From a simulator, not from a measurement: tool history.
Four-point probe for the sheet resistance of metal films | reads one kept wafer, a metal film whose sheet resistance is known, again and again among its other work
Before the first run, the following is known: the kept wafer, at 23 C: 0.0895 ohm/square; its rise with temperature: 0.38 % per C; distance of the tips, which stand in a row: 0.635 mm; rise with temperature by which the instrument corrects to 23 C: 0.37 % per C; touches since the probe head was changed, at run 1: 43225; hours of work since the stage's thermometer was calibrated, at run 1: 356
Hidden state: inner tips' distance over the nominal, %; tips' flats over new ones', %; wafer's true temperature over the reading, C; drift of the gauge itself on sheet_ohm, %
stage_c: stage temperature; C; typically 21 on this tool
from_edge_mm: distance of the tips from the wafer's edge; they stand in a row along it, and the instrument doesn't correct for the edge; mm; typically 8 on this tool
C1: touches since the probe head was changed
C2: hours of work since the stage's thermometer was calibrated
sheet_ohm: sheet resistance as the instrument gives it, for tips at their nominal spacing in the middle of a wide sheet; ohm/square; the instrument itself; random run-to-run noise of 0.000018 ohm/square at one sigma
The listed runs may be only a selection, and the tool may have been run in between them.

run 1 day=0.000 | stage_c=21 from_edge_mm=8 | C1=43225 C2=356 | sheet_ohm=0.089252
run 2 day=0.517 | stage_c=27 from_edge_mm=8 | C1=43467 C2=363 | sheet_ohm=0.089355
run 3 day=0.858 | stage_c=30 from_edge_mm=8 | C1=43626 C2=367 | sheet_ohm=0.089360
run 4 day=1.342 | stage_c=30 from_edge_mm=8 | C1=43853 C2=374 | sheet_ohm=0.089397
run 5 day=1.958 | stage_c=30 from_edge_mm=8 | C1=44141 C2=382 | sheet_ohm=0.089354
run 6 day=2.692 | stage_c=21 from_edge_mm=8 | C1=44484 C2=392 | sheet_ohm=0.089231
run 7 day=3.358 | stage_c=25 from_edge_mm=8 | C1=44794 C2=401 | sheet_ohm=0.089300
run 8 day=4.075 | stage_c=21 from_edge_mm=16 | C1=45130 C2=411 | sheet_ohm=0.089001
run 9 day=4.592 | stage_c=21 from_edge_mm=8 | C1=45371 C2=418 | sheet_ohm=0.089222
run 10 day=4.975 | stage_c=32 from_edge_mm=8 | C1=45549 C2=423 | sheet_ohm=0.089416
run 11 day=5.529 | stage_c=21 from_edge_mm=8 | C1=45809 C2=431 | sheet_ohm=0.089239
run 12 day=6.271 | stage_c=21 from_edge_mm=8 | C1=46155 C2=441 | sheet_ohm=0.089208
run 13 day=6.750 | stage_c=21 from_edge_mm=8 | C1=46379 C2=448 | sheet_ohm=0.089213
run 14 day=7.083 | stage_c=21 from_edge_mm=8 | C1=46534 C2=452 | sheet_ohm=0.089201
run 15 day=7.562 | stage_c=21 from_edge_mm=8 | C1=46759 C2=459 | sheet_ohm=0.089243
run 16 day=7.879 | stage_c=20 from_edge_mm=8 | C1=46906 C2=463 | sheet_ohm=0.089208
run 17 day=8.629 | stage_c=20 from_edge_mm=8 | C1=47258 C2=473 | sheet_ohm=0.089176
run 18 day=9.383 | stage_c=20 from_edge_mm=8 | C1=47611 C2=484 | sheet_ohm=0.089167
run 19 day=10.138 | stage_c=21 from_edge_mm=11 | C1=47962 C2=494 | sheet_ohm=0.089044
run 20 day=10.550 | stage_c=20 from_edge_mm=11 | C1=48155 C2=500 | sheet_ohm=0.089011
run 21 day=10.908 | stage_c=20 from_edge_mm=11 | C1=48322 C2=504 | sheet_ohm=0.089039
run 22 day=11.300 | stage_c=20 from_edge_mm=11 | C1=48506 C2=510 | sheet_ohm=0.089024
run 23 day=11.962 | stage_c=20 from_edge_mm=11 | C1=48814 C2=519 | sheet_ohm=0.089027
run 24 day=12.662 | stage_c=27 from_edge_mm=4 | C1=49143 C2=528 | sheet_ohm=0.090157
run 25 day=13.342 | stage_c=27 from_edge_mm=9 | C1=49460 C2=538 | sheet_ohm=0.089213
run 26 day=14.029 | stage_c=20 from_edge_mm=22 | C1=49780 C2=547 | sheet_ohm=0.088923
run 27 day=14.562 | stage_c=30 from_edge_mm=33 | C1=50031 C2=554 | sheet_ohm=0.089040
run 28 day=15.008 | stage_c=26 from_edge_mm=6 | C1=50238 C2=560 | sheet_ohm=0.089501
run 29 day=15.404 | stage_c=21 from_edge_mm=3 | C1=50423 C2=566 | sheet_ohm=0.090974
run 30 day=15.738 | stage_c=28 from_edge_mm=23 | C1=50578 C2=570 | sheet_ohm=0.089007

Run 31, settings as shown, results not yet in. Your forecast:
run 31 day=16.046 | stage_c=28 from_edge_mm=23 | C1=50722 C2=574 | sheet_ohm=?

{"run 31": {"sheet_ohm": 0.088968}}
Had the tool carried no hidden state, the very same run would have given sheet_ohm 0.089578 ohm/square.
